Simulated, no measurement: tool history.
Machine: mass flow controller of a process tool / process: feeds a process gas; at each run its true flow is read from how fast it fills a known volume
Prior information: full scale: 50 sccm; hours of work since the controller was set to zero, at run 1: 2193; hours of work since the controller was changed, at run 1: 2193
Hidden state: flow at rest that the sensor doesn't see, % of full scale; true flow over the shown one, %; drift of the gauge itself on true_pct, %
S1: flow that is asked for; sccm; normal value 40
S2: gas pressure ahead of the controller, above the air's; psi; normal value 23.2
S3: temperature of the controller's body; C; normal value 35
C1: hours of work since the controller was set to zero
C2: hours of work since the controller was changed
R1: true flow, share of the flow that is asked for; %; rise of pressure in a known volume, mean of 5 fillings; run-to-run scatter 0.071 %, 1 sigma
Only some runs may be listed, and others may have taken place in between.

run,day,S1,S2,S3,C1,C2,R1
1,0.000,40,23.2,35,2193,2193,98.43
2,5.979,40,23.2,33,2307,2307,98.08
3,12.842,13,23.2,35,2437,2437,96.15
4,19.312,40,26.5,35,2560,2560,98.28
5,26.029,40,26.5,35,2687,2687,98.09
6,30.783,40,23.2,35,2777,2777,97.83
7,38.096,40,23.2,35,2916,2916,97.79
8,43.429,40,23.2,35,3017,3017,97.63
9,51.192,40,29.7,35,3164,3164,97.85
10,58.396,22,28.7,34,3301,3301,96.48
11,67.254,7,21.2,35,3469,3469,94.01
12,72.800,40,40.2,25,3574,3574,97.09
13,77.175,33,36.3,35,3657,3657,97.30
14,83.912,33,36.3,35,3785,3785,97.20
15,88.229,37,24.4,36,3867,3867,97.03
16,95.838,37,24.4,36,4011,4011,96.99
17,101.383,6,24.4,36,4116,4116,93.04
18,107.654,32,23.2,35,4235,4235,96.28

Selected run-to-run steps in R1, each split into two signed amounts: the part the tool would show with no hidden state at all (from settings, incoming material and random variation), and the remainder, which goes to the hidden state together with any gauge scatter not common to the measured and the hidden-state-free results:
Run 16 -> 17: S1 37 -> 6. R1 -3.95 %: hidden state -2.31, all else -1.64.
